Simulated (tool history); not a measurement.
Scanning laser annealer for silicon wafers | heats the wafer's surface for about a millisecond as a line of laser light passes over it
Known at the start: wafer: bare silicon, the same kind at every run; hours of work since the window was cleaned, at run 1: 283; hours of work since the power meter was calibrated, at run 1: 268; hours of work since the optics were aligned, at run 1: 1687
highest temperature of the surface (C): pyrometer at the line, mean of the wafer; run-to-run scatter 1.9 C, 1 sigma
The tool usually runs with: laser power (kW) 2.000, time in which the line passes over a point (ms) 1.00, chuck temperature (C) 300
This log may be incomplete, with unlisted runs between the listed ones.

run,day,laser power (kW),time in which the line passes over a point (ms),chuck temperature (C),hours of work since the window was cleaned,hours of work since the power meter was calibrated,hours of work since the optics were aligned,highest temperature of the surface (C)
1,0.000,2.000,1.00,300,283,268,1687,1052
2,0.700,2.000,1.00,300,293,278,1696,1052
3,1.271,1.819,1.00,300,301,286,1704,984
4,1.983,1.819,1.00,300,311,296,1714,980
5,2.721,1.819,1.00,300,321,306,1725,982
6,3.483,2.000,1.00,300,332,317,1735,1048
7,4.079,2.000,1.00,327,340,325,1744,1076
8,4.892,2.000,1.00,327,351,337,1755,1076
9,5.254,2.145,1.00,300,356,342,1760,1100
10,5.712,2.145,1.00,300,363,348,1767,1103
11,6.046,2.145,1.00,300,368,353,1771,1102
12,6.417,2.145,1.00,300,373,358,1776,1102
# day 6.808: optics aligned, line set to its width
13,7.033,1.954,0.71,281,378,364,3,919
14,7.804,1.954,0.71,281,389,375,14,921
15,8.379,1.954,0.71,281,397,383,22,920
16,9.029,1.954,0.71,281,406,392,31,916
17,9.417,1.954,0.71,281,412,397,37,917
18,10.075,1.755,0.71,281,421,407,46,852
19,10.571,2.168,1.15,269,428,413,53,1149
20,11.204,1.913,1.25,294,437,422,62,1099
21,11.925,1.913,1.18,270,447,432,72,1054
22,12.529,1.944,0.74,300,456,441,80,940
23,13.158,1.944,0.74,300,464,450,89,941

Below, some changes in highest temperature of the surface (C) between adjacent runs. For each, the amount present without the hidden state too (settings, incoming material, random variation) and the amount remaining for the hidden state with gauge scatter not shared by both compared results:
Hidden state present: light that passes the window, % of a clean one's; laser's true power over the reading, %; width of the line over the set one, %; drift of the gauge itself on peak_c, C.
Run 12 -> 13: laser power (kW) 2.145 -> 1.954, time in which the line passes over a point (ms) 1.00 -> 0.71, chuck temperature (C) 300 -> 281, optics aligned, line set to its width. highest temperature of the surface (C) -183: hidden state +28, all else -211.
Run 18 -> 19: laser power (kW) 1.755 -> 2.168, time in which the line passes over a point (ms) 0.71 -> 1.15, chuck temperature (C) 281 -> 269. highest temperature of the surface (C) +297: hidden state -14, all else +311.
